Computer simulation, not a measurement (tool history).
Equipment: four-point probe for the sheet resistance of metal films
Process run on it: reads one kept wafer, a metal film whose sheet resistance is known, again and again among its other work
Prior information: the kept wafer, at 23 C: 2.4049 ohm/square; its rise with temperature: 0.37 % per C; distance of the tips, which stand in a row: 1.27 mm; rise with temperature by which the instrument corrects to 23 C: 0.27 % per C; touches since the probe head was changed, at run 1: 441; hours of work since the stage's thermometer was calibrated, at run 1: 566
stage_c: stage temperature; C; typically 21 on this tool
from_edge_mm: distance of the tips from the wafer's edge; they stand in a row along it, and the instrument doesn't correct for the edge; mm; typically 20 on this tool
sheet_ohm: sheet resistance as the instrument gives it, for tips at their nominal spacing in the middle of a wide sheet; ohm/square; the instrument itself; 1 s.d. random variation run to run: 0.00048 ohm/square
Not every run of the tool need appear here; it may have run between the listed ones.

| run | day | stage_c | from_edge_mm | touches since the probe head was changed | hours of work since the stage's thermometer was calibrated | sheet_ohm |
|---|---|---|---|---|---|---|
| 1 | 0.000 | 21 | 20 | 441 | 566 | 2.405864 |
| 2 | 1.254 | 21 | 20 | 1079 | 583 | 2.404489 |
| 3 | 2.408 | 19 | 20 | 1665 | 599 | 2.400967 |
| 4 | 4.396 | 19 | 20 | 2675 | 626 | 2.400351 |
| 5 | 6.333 | 19 | 32 | 3659 | 653 | 2.397412 |
| 6 | 8.517 | 23 | 20 | 4769 | 683 | 2.410106 |
| 7 | 10.708 | 23 | 20 | 5883 | 713 | 2.410526 |
| 8 | 11.696 | 21 | 20 | 6385 | 726 | 2.404764 |
| 9 | 13.662 | 21 | 20 | 7383 | 753 | 2.405977 |
| 10 | 15.767 | 21 | 66 | 8454 | 782 | 2.400204 |
| 11 | 17.079 | 34 | 16 | 9120 | 800 | 2.438819 |
| 12 | 18.708 | 34 | 16 | 9948 | 823 | 2.439902 |
| 13 | 20.488 | 34 | 16 | 10853 | 847 | 2.438721 |
| 14 | 22.012 | 34 | 16 | 11626 | 868 | 2.439787 |
| 15 | 24.183 | 30 | 37 | 12730 | 898 | 2.422760 |
| 16 | 25.517 | 21 | 9 | 13408 | 916 | 2.425154 |
| 17 | 26.446 | 21 | 9 | 13879 | 929 | 2.425469 |
| 18 | 28.071 | 21 | 9 | 14705 | 951 | 2.426011 |

What if the next run were any one of these 4? Each begins from the tool's condition after run 18:
| A | 29.125 | 25 | 9 | 15241 | 966 | ? |
| B | 29.125 | 31 | 27 | 15241 | 966 | ? |
| C | 29.125 | 22 | 50 | 15241 | 966 | ? |
| D | 29.125 | 21 | 20 | 15241 | 966 | ? |

| run | sheet_ohm |
|---|---|
| A | 2.435755 |
| B | 2.425912 |
| C | 2.402539 |
| D | 2.405887 |
Stripped of hidden state, with their random variation kept, the same runs would have yielded:
| run | sheet_ohm |
|---|---|
| A | 2.435763 |
| B | 2.425920 |
| C | 2.402547 |
| D | 2.405895 |

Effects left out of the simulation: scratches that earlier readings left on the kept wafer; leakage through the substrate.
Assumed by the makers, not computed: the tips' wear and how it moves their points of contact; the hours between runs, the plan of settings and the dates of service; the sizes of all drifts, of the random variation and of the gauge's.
